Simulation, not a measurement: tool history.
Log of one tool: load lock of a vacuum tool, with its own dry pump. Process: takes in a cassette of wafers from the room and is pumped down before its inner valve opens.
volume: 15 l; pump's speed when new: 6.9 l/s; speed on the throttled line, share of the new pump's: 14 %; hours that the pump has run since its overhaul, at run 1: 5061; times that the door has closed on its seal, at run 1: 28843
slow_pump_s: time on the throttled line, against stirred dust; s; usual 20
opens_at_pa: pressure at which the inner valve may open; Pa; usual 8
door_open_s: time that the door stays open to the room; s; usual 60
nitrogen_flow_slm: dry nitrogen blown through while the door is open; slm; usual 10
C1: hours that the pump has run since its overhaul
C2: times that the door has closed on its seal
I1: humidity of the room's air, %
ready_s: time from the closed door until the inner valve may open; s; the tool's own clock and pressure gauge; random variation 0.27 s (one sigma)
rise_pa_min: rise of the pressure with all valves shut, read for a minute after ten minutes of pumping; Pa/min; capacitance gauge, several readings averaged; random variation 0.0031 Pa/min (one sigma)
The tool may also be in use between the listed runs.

{"run": 1, "hour": 0.0, "slow_pump_s": 20, "opens_at_pa": 8, "door_open_s": 60, "nitrogen_flow_slm": 10, "C1": 5061, "C2": 28843, "I1": 44.6, "ready_s": 38, "rise_pa_min": 0.072}
{"run": 2, "hour": 91.8, "slow_pump_s": 20, "opens_at_pa": 8, "door_open_s": 60, "nitrogen_flow_slm": 10, "C1": 5153, "C2": 29104, "I1": 47.3, "ready_s": 38, "rise_pa_min": 0.077}
{"run": 3, "hour": 178.4, "slow_pump_s": 20, "opens_at_pa": 8, "door_open_s": 60, "nitrogen_flow_slm": 14, "C1": 5240, "C2": 29351, "I1": 40.6, "ready_s": 38.3, "rise_pa_min": 0.056}
{"run": 4, "hour": 298.6, "slow_pump_s": 20, "opens_at_pa": 8, "door_open_s": 60, "nitrogen_flow_slm": 14, "C1": 5360, "C2": 29693, "I1": 48.6, "ready_s": 38.6, "rise_pa_min": 0.066}
{"run": 5, "hour": 391.8, "slow_pump_s": 20, "opens_at_pa": 8, "door_open_s": 60, "nitrogen_flow_slm": 14, "C1": 5453, "C2": 29958, "I1": 45.1, "ready_s": 38.1, "rise_pa_min": 0.058}
{"run": 6, "hour": 457.6, "slow_pump_s": 20, "opens_at_pa": 8, "door_open_s": 60, "nitrogen_flow_slm": 14, "C1": 5519, "C2": 30145, "I1": 42, "ready_s": 38.1, "rise_pa_min": 0.06}
{"run": 7, "hour": 572.3, "slow_pump_s": 20, "opens_at_pa": 9, "door_open_s": 60, "nitrogen_flow_slm": 14, "C1": 5633, "C2": 30471, "I1": 46.7, "ready_s": 38.3, "rise_pa_min": 0.067}
{"run": 8, "hour": 648.1, "slow_pump_s": 20, "opens_at_pa": 8, "door_open_s": 60, "nitrogen_flow_slm": 18, "C1": 5709, "C2": 30687, "I1": 49.8, "ready_s": 38.3, "rise_pa_min": 0.055}
{"run": 9, "hour": 710.4, "slow_pump_s": 20, "opens_at_pa": 8, "door_open_s": 60, "nitrogen_flow_slm": 18, "C1": 5771, "C2": 30864, "I1": 48.4, "ready_s": 37.9, "rise_pa_min": 0.062}
{"run": 10, "hour": 856.8, "slow_pump_s": 20, "opens_at_pa": 8, "door_open_s": 60, "nitrogen_flow_slm": 18, "C1": 5918, "C2": 31281, "I1": 44.8, "ready_s": 38, "rise_pa_min": 0.054}
{"run": 11, "hour": 928.9, "slow_pump_s": 20, "opens_at_pa": 8, "door_open_s": 60, "nitrogen_flow_slm": 10, "C1": 5990, "C2": 31486, "I1": 44.4, "ready_s": 38.6, "rise_pa_min": 0.067}
{"run": 12, "hour": 1010.6, "slow_pump_s": 20, "opens_at_pa": 8, "door_open_s": 36, "nitrogen_flow_slm": 10, "C1": 6072, "C2": 31719, "I1": 47, "ready_s": 38, "rise_pa_min": 0.049}
{"run": 13, "hour": 1084.9, "slow_pump_s": 20, "opens_at_pa": 8, "door_open_s": 36, "nitrogen_flow_slm": 10, "C1": 6146, "C2": 31930, "I1": 45.3, "ready_s": 38.4, "rise_pa_min": 0.049}
{"run": 14, "hour": 1147.3, "slow_pump_s": 20, "opens_at_pa": 8, "door_open_s": 36, "nitrogen_flow_slm": 6, "C1": 6208, "C2": 32108, "I1": 44.9, "ready_s": 38.3, "rise_pa_min": 0.052}
{"run": 15, "hour": 1238.9, "slow_pump_s": 20, "opens_at_pa": 8, "door_open_s": 36, "nitrogen_flow_slm": 6, "C1": 6300, "C2": 32368, "I1": 46.7, "ready_s": 38, "rise_pa_min": 0.054}
{"run": 16, "hour": 1380.8, "slow_pump_s": 22, "opens_at_pa": 7, "door_open_s": 103, "nitrogen_flow_slm": 10, "C1": 6442, "C2": 32772, "I1": 45.8, "ready_s": 40.3, "rise_pa_min": 0.091}
{"run": 17, "hour": 1479.7, "slow_pump_s": 22, "opens_at_pa": 9, "door_open_s": 130, "nitrogen_flow_slm": 35, "C1": 6541, "C2": 33054, "I1": 47.4, "ready_s": 39.4, "rise_pa_min": 0.068}
{"run": 18, "hour": 1593.3, "slow_pump_s": 18, "opens_at_pa": 8, "door_open_s": 177, "nitrogen_flow_slm": 10, "C1": 6654, "C2": 33377, "I1": 49.2, "ready_s": 36.4, "rise_pa_min": 0.141}
{"run": 19, "hour": 1662.4, "slow_pump_s": 16, "opens_at_pa": 8, "door_open_s": 177, "nitrogen_flow_slm": 10, "C1": 6723, "C2": 33574, "I1": 46.6, "ready_s": 34.9, "rise_pa_min": 0.131}
{"run": 20, "hour": 1761.0, "slow_pump_s": 16, "opens_at_pa": 6, "door_open_s": 177, "nitrogen_flow_slm": 11, "C1": 6822, "C2": 33854, "I1": 42.8, "ready_s": 35.8, "rise_pa_min": 0.124}
{"run": 21, "hour": 1822.6, "slow_pump_s": 16, "opens_at_pa": 14, "door_open_s": 177, "nitrogen_flow_slm": 6, "C1": 6884, "C2": 34030, "I1": 42.3, "ready_s": 33.6, "rise_pa_min": 0.135}
{"run": 22, "hour": 1944.9, "slow_pump_s": 25, "opens_at_pa": 8, "door_open_s": 60, "nitrogen_flow_slm": 10, "C1": 7006, "C2": 34378, "I1": 46.4, "ready_s": 42.4, "rise_pa_min": 0.066}
{"run": 23, "hour": 2040.0, "slow_pump_s": 38, "opens_at_pa": 8, "door_open_s": 60, "nitrogen_flow_slm": 28, "C1": 7101, "C2": 34648, "I1": 46.2, "ready_s": 54, "rise_pa_min": 0.05}
{"run": 24, "hour": 2102.2, "slow_pump_s": 23, "opens_at_pa": 10, "door_open_s": 42, "nitrogen_flow_slm": 10, "C1": 7163, "C2": 34825, "I1": 44.7, "ready_s": 39.7, "rise_pa_min": 0.053}
{"run": 25, "hour": 2210.6, "slow_pump_s": 23, "opens_at_pa": 11, "door_open_s": 42, "nitrogen_flow_slm": 8, "C1": 7272, "C2": 35134, "I1": 46.3, "ready_s": 40, "rise_pa_min": 0.06}
{"run": 26, "hour": 2347.0, "slow_pump_s": 23, "opens_at_pa": 11, "door_open_s": 42, "nitrogen_flow_slm": 8, "C1": 7408, "C2": 35522, "I1": 39.5, "ready_s": 40, "rise_pa_min": 0.059}
{"run": 27, "hour": 2455.7, "slow_pump_s": 24, "opens_at_pa": 8, "door_open_s": 60, "nitrogen_flow_slm": 29, "C1": 7517, "C2": 35831, "I1": 46.5, "ready_s": 41.5, "rise_pa_min": 0.046}
{"run": 28, "hour": 2578.5, "slow_pump_s": 24, "opens_at_pa": 8, "door_open_s": 60, "nitrogen_flow_slm": 10, "C1": 7640, "C2": 36180, "I1": 45.2, "ready_s": 41.6, "rise_pa_min": 0.067}
{"run": 29, "hour": 2725.0, "slow_pump_s": 24, "opens_at_pa": 8, "door_open_s": 60, "nitrogen_flow_slm": 10, "C1": 7786, "C2": 36597, "I1": 43.6, "ready_s": 42, "rise_pa_min": 0.064}

5 ways to go on from here, each from the tool as it stands after run 29. What would each give?
{"run": "A", "hour": 2837.1, "slow_pump_s": 12, "opens_at_pa": 11, "door_open_s": 35, "nitrogen_flow_slm": 10, "C1": 7898, "C2": 36916, "I1": 46.9, "ready_s": "?", "rise_pa_min": "?"}
{"run": "B", "hour": 2837.1, "slow_pump_s": 34, "opens_at_pa": 8, "door_open_s": 47, "nitrogen_flow_slm": 10, "C1": 7898, "C2": 36916, "I1": 41.7, "ready_s": "?", "rise_pa_min": "?"}
{"run": "C", "hour": 2837.1, "slow_pump_s": 26, "opens_at_pa": 7, "door_open_s": 60, "nitrogen_flow_slm": 10, "C1": 7898, "C2": 36916, "I1": 42.1, "ready_s": "?", "rise_pa_min": "?"}
{"run": "D", "hour": 2837.1, "slow_pump_s": 20, "opens_at_pa": 8, "door_open_s": 32, "nitrogen_flow_slm": 10, "C1": 7898, "C2": 36916, "I1": 42.9, "ready_s": "?", "rise_pa_min": "?"}
{"run": "E", "hour": 2837.1, "slow_pump_s": 24, "opens_at_pa": 8, "door_open_s": 60, "nitrogen_flow_slm": 37, "C1": 7898, "C2": 36916, "I1": 46.3, "ready_s": "?", "rise_pa_min": "?"}

run=A ready_s=30.4 rise_pa_min=0.053
run=B ready_s=50.8 rise_pa_min=0.06
run=C ready_s=43.7 rise_pa_min=0.064
run=D ready_s=38 rise_pa_min=0.045
run=E ready_s=41.4 rise_pa_min=0.045
Without the tool's hidden state the same runs would have given:
run=A ready_s=30.4 rise_pa_min=0.051
run=B ready_s=50.8 rise_pa_min=0.058
run=C ready_s=43.7 rise_pa_min=0.063
run=D ready_s=38 rise_pa_min=0.043
run=E ready_s=41.4 rise_pa_min=0.043

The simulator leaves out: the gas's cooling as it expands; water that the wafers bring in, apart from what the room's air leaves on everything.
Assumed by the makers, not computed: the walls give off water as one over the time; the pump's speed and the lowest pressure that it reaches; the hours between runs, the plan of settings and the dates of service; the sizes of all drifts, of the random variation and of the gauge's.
